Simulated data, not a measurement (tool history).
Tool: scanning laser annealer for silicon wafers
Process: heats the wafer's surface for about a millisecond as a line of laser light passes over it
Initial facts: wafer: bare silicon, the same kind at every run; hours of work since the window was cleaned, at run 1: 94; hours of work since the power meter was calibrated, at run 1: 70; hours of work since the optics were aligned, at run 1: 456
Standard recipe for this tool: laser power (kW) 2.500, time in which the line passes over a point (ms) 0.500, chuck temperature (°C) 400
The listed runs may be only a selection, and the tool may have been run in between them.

| run | hour | laser power (kW) | time in which the line passes over a point (ms) | chuck temperature (°C) | hours of work since the window was cleaned | hours of work since the power meter was calibrated | hours of work since the optics were aligned | highest temperature of the surface (°C) |
|---|---|---|---|---|---|---|---|---|
| 1 | 0.0 | 2.500 | 0.500 | 400 | 94 | 70 | 456 | 1172 |
| 2 | 6.8 | 2.500 | 0.500 | 400 | 98 | 75 | 460 | 1173 |
| 3 | 17.4 | 2.500 | 0.500 | 400 | 105 | 81 | 467 | 1172 |
| 4 | 29.0 | 2.500 | 0.500 | 400 | 112 | 88 | 474 | 1172 |
| 5 | 40.3 | 2.500 | 0.430 | 400 | 119 | 95 | 481 | 1112 |
| 6 | 49.6 | 2.500 | 0.500 | 400 | 125 | 101 | 486 | 1173 |
| 7 | 61.3 | 2.209 | 0.500 | 400 | 132 | 108 | 494 | 1055 |
| 8 | 74.3 | 2.209 | 0.500 | 400 | 140 | 116 | 502 | 1058 |
| 9 | 82.7 | 2.500 | 0.500 | 400 | 145 | 122 | 507 | 1169 |
| 10 | 88.9 | 2.500 | 0.558 | 400 | 149 | 125 | 511 | 1213 |
| 11 | 97.1 | 2.277 | 0.500 | 400 | 154 | 130 | 516 | 1080 |
| 12 | 108.7 | 2.277 | 0.500 | 389 | 161 | 138 | 523 | 1068 |
| 13 | 120.6 | 2.277 | 0.500 | 389 | 168 | 145 | 530 | 1069 |
| 14 | 130.0 | 2.277 | 0.500 | 389 | 174 | 151 | 536 | 1067 |
| 15 | 136.8 | 2.500 | 0.500 | 434 | 178 | 155 | 540 | 1202 |
| 16 | 147.6 | 2.500 | 0.426 | 400 | 185 | 162 | 547 | 1103 |
| 17 | 157.5 | 2.500 | 0.426 | 427 | 191 | 168 | 553 | 1131 |
| 18 | 168.4 | 2.500 | 0.426 | 427 | 198 | 174 | 560 | 1134 |
| 19 | 178.4 | 2.500 | 0.426 | 427 | 204 | 181 | 566 | 1132 |
| 20 | 185.0 | 2.500 | 0.500 | 400 | 208 | 185 | 570 | 1164 |
| 21 | 191.9 | 2.500 | 0.500 | 400 | 212 | 189 | 574 | 1163 |
| 22 | 204.2 | 2.615 | 0.500 | 400 | 220 | 197 | 582 | 1211 |
| 23 | 216.0 | 2.391 | 0.587 | 368 | 227 | 204 | 589 | 1151 |
| 24 | 224.5 | 2.332 | 0.588 | 365 | 233 | 209 | 594 | 1123 |
| 25 | 231.6 | 2.332 | 0.588 | 371 | 237 | 213 | 599 | 1128 |
| 26 | 242.5 | 2.332 | 0.588 | 371 | 244 | 220 | 606 | 1128 |
| 27 | 253.0 | 2.219 | 0.433 | 376 | 250 | 227 | 612 | 979 |
| 28 | 262.4 | 2.219 | 0.433 | 376 | 256 | 233 | 618 | 981 |
| 29 | 273.7 | 2.219 | 0.433 | 376 | 263 | 239 | 625 | 979 |
| 30 | 286.3 | 2.395 | 0.515 | 376 | 271 | 247 | 633 | 1107 |
| 31 | 295.3 | 2.395 | 0.515 | 376 | 276 | 253 | 638 | 1105 |
| 32 | 306.2 | 2.395 | 0.515 | 376 | 283 | 260 | 645 | 1106 |
| 33 | 319.9 | 2.395 | 0.515 | 376 | 292 | 268 | 653 | 1105 |
| 34 | 331.2 | 2.500 | 0.356 | 433 | 298 | 275 | 660 | 1068 |
| 35 | 338.2 | 2.337 | 0.536 | 427 | 303 | 279 | 665 | 1147 |
| 36 | 344.8 | 2.500 | 0.518 | 365 | 307 | 283 | 669 | 1137 |
| 37 | 353.2 | 2.178 | 0.500 | 400 | 312 | 289 | 674 | 1035 |
| 38 | 362.6 | 2.178 | 0.500 | 400 | 318 | 294 | 680 | 1033 |
| 39 | 370.8 | 2.487 | 0.557 | 400 | 323 | 299 | 685 | 1195 |
| 40 | 383.6 | 2.487 | 0.557 | 400 | 331 | 307 | 693 | 1195 |

Branching from run 40: 4 alternative next runs. What would each branch give?
| A | 392.1 | 2.350 | 0.392 | 400 | 336 | 313 | 698 | ? |
| B | 392.1 | 2.697 | 0.356 | 385 | 336 | 313 | 698 | ? |
| C | 392.1 | 2.487 | 0.362 | 364 | 336 | 313 | 698 | ? |
| D | 392.1 | 2.500 | 0.566 | 400 | 336 | 313 | 698 | ? |

| run | highest temperature of the surface (°C) |
|---|---|
| A | 1014 |
| B | 1083 |
| C | 995 |
| D | 1202 |
With no hidden state in the tool, these same runs would have given:
| run | highest temperature of the surface (°C) |
|---|---|
| A | 1038 |
| B | 1111 |
| C | 1020 |
| D | 1234 |

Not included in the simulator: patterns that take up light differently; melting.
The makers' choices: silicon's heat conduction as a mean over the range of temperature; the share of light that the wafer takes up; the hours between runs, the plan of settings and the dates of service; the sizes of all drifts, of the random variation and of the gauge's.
